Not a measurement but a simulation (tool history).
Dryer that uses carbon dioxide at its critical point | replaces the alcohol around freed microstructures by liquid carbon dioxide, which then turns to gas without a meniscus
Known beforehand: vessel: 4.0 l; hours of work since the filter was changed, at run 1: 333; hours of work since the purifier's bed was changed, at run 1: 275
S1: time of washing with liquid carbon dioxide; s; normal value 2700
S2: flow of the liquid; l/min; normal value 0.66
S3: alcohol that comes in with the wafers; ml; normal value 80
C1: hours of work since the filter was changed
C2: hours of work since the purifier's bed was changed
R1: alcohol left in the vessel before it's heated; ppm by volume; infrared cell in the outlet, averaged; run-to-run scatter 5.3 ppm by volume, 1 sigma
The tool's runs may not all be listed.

run	day	S1	S2	S3	C1	C2	R1
1	0	2700	0.66	80	333	275	150
2	0.238	2160	0.66	80	337	280	364
3	0.504	2160	0.66	80	342	285	373
4	0.675	2160	0.66	80	346	288	379
5	0.9	2700	0.66	80	350	292	156
6	1.138	2700	0.66	80	354	297	156
7	1.358	2700	0.66	80	358	301	148
8	1.688	2700	0.66	80	365	307	156
9	1.933	2700	0.666	50	369	312	109
10	2.1	2340	0.476	43	372	315	481
11	2.375	2340	0.408	80	378	320	1339
12	2.688	2700	0.489	117	384	326	690
13	2.888	2700	0.927	59	387	330	55
14	3.162	2700	0.927	59	392	335	40
15	3.425	2520	0.63	57	397	340	194
16	3.608	2520	0.63	57	401	343	188

Hidden state or all else? Some run-to-run changes of R1, split into what the settings, what came in and random variation would give without the hidden state, and what is left for the hidden state (with any gauge scatter that isn't in both results):
What the log doesn't record here: flow that reaches the vessel past the clogged filter, %; alcohol in the recycled carbon dioxide, ppm; drift of the gauge itself on alcohol_ppm, %.
Run 10 -> 11: S2 0.476 -> 0.408, S3 43 -> 80. R1 +858 ppm by volume: hidden state +91, all else +767.
Run 12 -> 13: S2 0.489 -> 0.927, S3 117 -> 59. R1 -635 ppm by volume: hidden state -98, all else -537.

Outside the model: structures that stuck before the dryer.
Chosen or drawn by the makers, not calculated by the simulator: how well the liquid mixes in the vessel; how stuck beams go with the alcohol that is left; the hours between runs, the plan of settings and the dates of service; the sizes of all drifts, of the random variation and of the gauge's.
